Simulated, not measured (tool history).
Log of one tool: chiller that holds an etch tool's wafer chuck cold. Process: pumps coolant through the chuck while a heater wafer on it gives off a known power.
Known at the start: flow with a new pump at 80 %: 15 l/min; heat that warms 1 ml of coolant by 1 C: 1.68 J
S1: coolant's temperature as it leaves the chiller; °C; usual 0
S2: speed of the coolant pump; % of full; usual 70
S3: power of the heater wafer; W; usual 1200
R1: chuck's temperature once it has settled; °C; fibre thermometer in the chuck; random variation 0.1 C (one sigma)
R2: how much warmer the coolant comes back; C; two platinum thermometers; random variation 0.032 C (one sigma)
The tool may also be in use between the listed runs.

| run | hour | S1 | S2 | S3 | R1 | R2 |
|---|---|---|---|---|---|---|
| 1 | 0.0 | 0 | 70 | 1200 | 8.4 | 3.33 |
| 2 | 90.7 | 0 | 70 | 1200 | 8.5 | 3.40 |
| 3 | 198.8 | 0 | 70 | 1200 | 8.5 | 3.34 |
|  | 207.7 | chiller's thermometer calibrated |
| 4 | 259.9 | 0 | 70 | 773 | 5.2 | 2.18 |
| 5 | 368.9 | 2 | 70 | 1200 | 10.3 | 3.35 |
| 6 | 452.7 | 2 | 70 | 1200 | 10.5 | 3.37 |
| 7 | 525.7 | 2 | 70 | 1200 | 10.5 | 3.39 |
| 8 | 608.6 | 2 | 70 | 1200 | 10.6 | 3.37 |
| 9 | 722.0 | 2 | 70 | 1200 | 10.5 | 3.47 |
|  | 735.1 | coolant pump overhauled |
| 10 | 817.8 | -2 | 89 | 1200 | 5.3 | 2.74 |
| 11 | 931.2 | -5 | 71 | 1641 | 6.6 | 4.65 |
| 12 | 1033.7 | -8 | 61 | 642 | -2.8 | 2.16 |
|  | 1074.9 | coolant pump overhauled, once more |
| 13 | 1118.9 | -9 | 84 | 642 | -4.8 | 1.44 |
| 14 | 1238.1 | -9 | 63 | 1200 | -0.1 | 3.60 |
| 15 | 1293.0 | -9 | 82 | 641 | -4.8 | 1.49 |

Forecast each of these 4 alternatives for the next run:
| A | 1372.6 | 6 | 70 | 676 | ? | ? |
| B | 1372.6 | -9 | 70 | 641 | ? | ? |
| C | 1372.6 | 9 | 86 | 842 | ? | ? |
| D | 1372.6 | -5 | 82 | 976 | ? | ? |

| run | R1 | R2 |
|---|---|---|
| A | 10.8 | 1.84 |
| B | -4.5 | 1.78 |
| C | 14.2 | 1.83 |
| D | 1.2 | 2.26 |
Without the tool's hidden state the same runs would have given:
| run | R1 | R2 |
|---|---|---|
| A | 10.6 | 1.84 |
| B | -4.7 | 1.78 |
| C | 14.0 | 1.83 |
| D | 1.0 | 2.25 |

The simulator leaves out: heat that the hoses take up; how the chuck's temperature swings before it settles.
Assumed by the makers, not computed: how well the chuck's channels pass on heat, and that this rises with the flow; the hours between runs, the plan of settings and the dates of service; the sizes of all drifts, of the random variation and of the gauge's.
